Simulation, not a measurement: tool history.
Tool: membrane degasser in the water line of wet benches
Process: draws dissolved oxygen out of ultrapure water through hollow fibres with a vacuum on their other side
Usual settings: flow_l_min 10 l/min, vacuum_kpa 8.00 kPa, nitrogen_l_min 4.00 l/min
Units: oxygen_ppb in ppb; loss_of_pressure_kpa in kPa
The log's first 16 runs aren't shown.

| run | hour | flow_l_min | vacuum_kpa | nitrogen_l_min | oxygen_ppb | loss_of_pressure_kpa |
|---|---|---|---|---|---|---|
| 17 | 834.3 | 10 | 17.77 | 4.00 | 104.9 | 37.18 |
| 18 | 900.0 | 13 | 11.63 | 3.05 | 115.8 | 47.81 |
| 19 | 933.8 | 15 | 10.76 | 4.00 | 110.2 | 55.45 |
| 20 | 995.5 | 15 | 10.76 | 4.00 | 110.6 | 55.68 |
| 21 | 1052.7 | 8 | 6.04 | 6.91 | 14.6 | 29.67 |
| 22 | 1097.8 | 8 | 8.67 | 2.09 | 58.5 | 29.84 |
| 23 | 1134.4 | 16 | 8.00 | 2.35 | 125.3 | 59.43 |
| 24 | 1199.0 | 10 | 9.97 | 6.58 | 39.0 | 37.27 |
| 25 | 1231.6 | 13 | 9.97 | 6.58 | 61.3 | 48.22 |
| 26 | 1279.4 | 13 | 10.38 | 6.58 | 65.1 | 48.48 |
| 27 | 1340.6 | 9 | 7.04 | 1.79 | 57.3 | 33.68 |
| 28 | 1373.2 | 9 | 7.04 | 1.79 | 57.1 | 33.56 |
| 29 | 1405.0 | 9 | 7.04 | 1.79 | 56.8 | 33.32 |
| 30 | 1467.1 | 9 | 7.04 | 1.79 | 57.3 | 33.51 |
| 31 | 1533.2 | 9 | 7.04 | 1.76 | 58.8 | 33.24 |
| 32 | 1588.6 | 9 | 7.04 | 1.76 | 59.4 | 33.52 |
| 33 | 1620.2 | 12 | 6.54 | 9.56 | 33.6 | 44.57 |

Forecast each of these 3 alternatives for the next run:
| A | 1652.2 | 7 | 6.54 | 9.56 | ? | ? |
| B | 1652.2 | 7 | 8.31 | 9.85 | ? | ? |
| C | 1652.2 | 7 | 12.09 | 6.69 | ? | ? |

| run | oxygen_ppb | loss_of_pressure_kpa |
|---|---|---|
| A | 10.4 | 25.83 |
| B | 13.8 | 26.07 |
| C | 27.7 | 26.21 |
Without the tool's hidden state the same runs would have given:
| run | oxygen_ppb | loss_of_pressure_kpa |
|---|---|---|
| A | 10.1 | 25.69 |
| B | 13.5 | 25.93 |
| C | 27.2 | 26.08 |
